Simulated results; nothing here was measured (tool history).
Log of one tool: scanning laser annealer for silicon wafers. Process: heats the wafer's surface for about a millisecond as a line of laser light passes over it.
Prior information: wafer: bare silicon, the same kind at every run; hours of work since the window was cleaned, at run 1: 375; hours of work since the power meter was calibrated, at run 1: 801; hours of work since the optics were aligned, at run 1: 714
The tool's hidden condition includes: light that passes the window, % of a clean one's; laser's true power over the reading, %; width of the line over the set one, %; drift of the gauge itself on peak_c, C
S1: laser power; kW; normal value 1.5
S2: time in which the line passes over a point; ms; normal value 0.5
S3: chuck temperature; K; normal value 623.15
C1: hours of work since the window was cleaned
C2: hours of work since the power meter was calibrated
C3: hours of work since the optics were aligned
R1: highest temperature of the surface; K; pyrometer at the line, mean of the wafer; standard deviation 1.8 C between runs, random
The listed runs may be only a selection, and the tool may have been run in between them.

{"run": 1, "day": 0.0, "S1": 1.5, "S2": 0.5, "S3": 623.15, "C1": 375, "C2": 801, "C3": 714, "R1": 1298.15}
{"run": 2, "day": 3.45, "S1": 1.5, "S2": 0.5, "S3": 623.15, "C1": 435, "C2": 860, "C3": 773, "R1": 1292.15}
{"day": 3.838, "done": "window over the wafer cleaned"}
{"run": 3, "day": 6.775, "S1": 1.5, "S2": 0.5, "S3": 623.15, "C1": 51, "C2": 916, "C3": 829, "R1": 1313.15}
{"run": 4, "day": 10.15, "S1": 1.5, "S2": 0.5, "S3": 623.15, "C1": 109, "C2": 974, "C3": 887, "R1": 1309.15}
{"run": 5, "day": 12.629, "S1": 1.5, "S2": 0.5, "S3": 623.15, "C1": 151, "C2": 1017, "C3": 930, "R1": 1310.15}
{"run": 6, "day": 15.483, "S1": 1.5, "S2": 0.5, "S3": 623.15, "C1": 200, "C2": 1066, "C3": 979, "R1": 1306.15}
{"run": 7, "day": 18.692, "S1": 1.5, "S2": 0.5, "S3": 623.15, "C1": 255, "C2": 1121, "C3": 1034, "R1": 1302.15}
{"run": 8, "day": 21.192, "S1": 1.5, "S2": 0.515, "S3": 623.15, "C1": 298, "C2": 1164, "C3": 1077, "R1": 1305.15}
{"run": 9, "day": 24.517, "S1": 1.394, "S2": 0.42, "S3": 632.15, "C1": 355, "C2": 1221, "C3": 1134, "R1": 1202.15}
{"run": 10, "day": 27.262, "S1": 1.468, "S2": 0.59, "S3": 590.15, "C1": 403, "C2": 1268, "C3": 1181, "R1": 1291.15}
{"day": 27.762, "done": "optics aligned, line set to its width"}
{"run": 11, "day": 28.921, "S1": 1.468, "S2": 0.59, "S3": 590.15, "C1": 428, "C2": 1293, "C3": 20, "R1": 1283.15}
{"day": 29.796, "done": "window over the wafer cleaned"}
{"run": 12, "day": 31.233, "S1": 1.468, "S2": 0.59, "S3": 590.15, "C1": 25, "C2": 1332, "C3": 58, "R1": 1303.15}
{"run": 13, "day": 33.929, "S1": 1.306, "S2": 0.475, "S3": 588.15, "C1": 71, "C2": 1378, "C3": 105, "R1": 1153.15}
{"day": 36.288, "done": "optics aligned, line set to its width, once more"}
{"run": 14, "day": 37.146, "S1": 1.277, "S2": 0.421, "S3": 636.15, "C1": 123, "C2": 1430, "C3": 15, "R1": 1169.15}
{"run": 15, "day": 39.796, "S1": 1.277, "S2": 0.421, "S3": 636.15, "C1": 168, "C2": 1475, "C3": 60, "R1": 1172.15}

4 options for the next run, each taken on its own from the tool as it stands now. Forecast them:
{"run": "A", "day": 41.546, "S1": 1.277, "S2": 0.533, "S3": 636.15, "C1": 198, "C2": 1505, "C3": 90, "R1": "?"}
{"run": "B", "day": 41.546, "S1": 1.277, "S2": 0.421, "S3": 595.15, "C1": 198, "C2": 1505, "C3": 90, "R1": "?"}
{"run": "C", "day": 41.546, "S1": 1.277, "S2": 0.599, "S3": 620.15, "C1": 198, "C2": 1505, "C3": 90, "R1": "?"}
{"run": "D", "day": 41.546, "S1": 1.609, "S2": 0.443, "S3": 637.15, "C1": 198, "C2": 1505, "C3": 90, "R1": "?"}

run=A R1=1232.15
run=B R1=1132.15
run=C R1=1246.15
run=D R1=1355.15
Stripped of hidden state, with their random variation kept, the same runs would have yielded:
run=A R1=1233.15
run=B R1=1133.15
run=C R1=1247.15
run=D R1=1356.15
